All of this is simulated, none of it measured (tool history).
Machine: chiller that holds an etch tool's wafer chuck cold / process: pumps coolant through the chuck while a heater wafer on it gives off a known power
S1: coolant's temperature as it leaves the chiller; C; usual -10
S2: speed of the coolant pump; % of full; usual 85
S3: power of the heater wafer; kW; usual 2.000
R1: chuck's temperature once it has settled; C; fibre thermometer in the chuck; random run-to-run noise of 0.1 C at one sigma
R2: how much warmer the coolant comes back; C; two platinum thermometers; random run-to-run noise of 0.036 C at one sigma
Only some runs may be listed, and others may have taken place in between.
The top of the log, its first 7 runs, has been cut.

run    hour   S1  S2     S3    R1     R2
  8   384.1   -4  85  2.000  11.4   6.51
  9   441.1   -4  85  2.000  11.3   6.52
 10   499.1   -4  85  2.000  11.3   6.57
 11   576.0   -4  85  2.000  11.5   6.42
 12   630.2   -4  85  2.652  16.1   8.67
 13   668.5   -4  85  2.652  16.2   8.56
 14   721.9   -4  85  2.652  16.2   8.65
 15   757.2   -4  85  2.652  16.2   8.58
      792.7  -- gauge calibrated
      802.7  -- chiller's thermometer calibrated
 16   815.4    0  85  2.000  15.3   6.82
 17   880.9  -14  89  1.177  -5.2   3.71
 18   936.4  -18  85  2.000  -2.6   6.72
 19   980.1  -18  85  2.000  -2.7   6.68
 20  1028.4  -13  73  1.798   2.3   6.98
 21  1081.5  -13  73  1.798   2.3   6.96
 22  1148.8  -16  83  2.557   4.2   8.66
 23  1183.5   -6  61  2.557  19.2  11.89
 24  1218.8  -19  77  2.557   2.1   9.37
 25  1275.9   -6  66  2.000  12.4   8.42
 26  1313.0  -10  83  2.709  11.2   9.11
 27  1361.4   -4  73  2.736  19.4  10.53
 28  1431.2   -5  95  1.059   2.5   2.86
 29  1468.9   -5  95  1.059   2.4   2.84
 30  1528.1  -19  99  1.728  -7.2   4.68
 31  1589.0  -19  99  1.728  -7.2   4.63

What if the next run were any one of these 4? Each begins from the tool's condition after run 31:
  A  1660.6  -19  83  1.406   ?   ?
  B  1660.6   -3  99  1.728   ?   ?
  C  1660.6  -18  64  2.430   ?   ?
  D  1660.6  -19  90  1.210   ?   ?

run     R1     R2
  A   -8.0   4.38
  B    8.7   4.57
  C    4.9  10.53
  D  -10.1   3.48
Without the tool's unlogged condition, the same runs would have read:
run     R1     R2
  A   -8.0   4.83
  B    8.7   5.02
  C    4.9  10.98
  D  -10.1   3.93
